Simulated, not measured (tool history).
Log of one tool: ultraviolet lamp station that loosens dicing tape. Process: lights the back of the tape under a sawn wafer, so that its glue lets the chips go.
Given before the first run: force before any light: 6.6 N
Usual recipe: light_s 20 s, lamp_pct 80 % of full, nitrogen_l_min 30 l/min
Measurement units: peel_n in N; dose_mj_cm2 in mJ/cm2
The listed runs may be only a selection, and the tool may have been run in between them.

run	hour	light_s	lamp_pct	nitrogen_l_min	peel_n	dose_mj_cm2
1	0	20	80	30	0.192	245
2	8.4	20	80	60	0.125	240
3	14.9	20	80	60	0.122	244
4	23.5	20	69	30	0.293	210
5	28.6	20	69	30	0.29	210
6	33.6	20	69	30	0.303	209
7	38.6	20	80	30	0.201	243
8	48.3	20	80	30	0.204	241
9	57.3	20	80	30	0.219	236
10	64.1	20	80	30	0.209	237
11	73.2	20	80	30	0.215	234
12	79.6	20	80	30	0.231	232
13	86.4	20	80	30	0.227	237
14	94.6	20	80	30	0.219	236
15	103.9	20	80	30	0.234	227
16	110.9	20	80	30	0.251	227
17	120	20	80	30	0.229	228
18	127.7	11	80	30	0.915	125
19	133.1	11	99	30	0.603	154
20	138.4	11	99	30	0.604	152
21	144.7	20	95	30	0.162	267
22	150.4	20	80	30	0.18	253
23	160.8	20	98	52	0.102	303
24	165.4	13	62	52	0.644	124
25	171	12	72	60	0.524	138
26	180.9	36	77	60	0.081	430
27	189	22	61	19	0.44	209
28	197.1	33	61	19	0.177	311
29	202.6	36	80	18	0.105	437
30	209.3	35	75	21	0.108	397
31	217.9	35	75	21	0.106	397
32	222.2	29	95	33	0.092	411
33	228.2	29	95	33	0.09	414
34	235.9	29	95	33	0.095	407
35	244.5	29	95	33	0.102	410
36	254.4	29	95	33	0.099	401
37	263.5	17	95	18	0.352	233
38	273.7	36	69	18	0.121	362
39	283.4	11	63	9	2.417	98
40	292.3	11	63	9	2.432	96
41	297.4	11	74	54	0.732	112
42	303.4	25	61	30	0.274	216
43	308.3	11	99	26	0.663	150
44	317.9	11	99	26	0.683	155

The log once held 1 entry between its listed runs, left out of this copy. Where does each go, and what is different about the tool's unlogged condition between the listed run before it and the listed run after it?
Run 21 -> run 22: window cleaned of glue's vapour (hour 145.7)
  lamp's light, % of a new lamp's: 96.4 -> 96.3; light that the window lets through, % of a clean one's: 87.8 -> 99.1
  difference, measured minus the result without the unlogged condition, peel_n: +0.045 -> +0.018 N; dose_mj_cm2: -47 -> -12 mJ/cm2
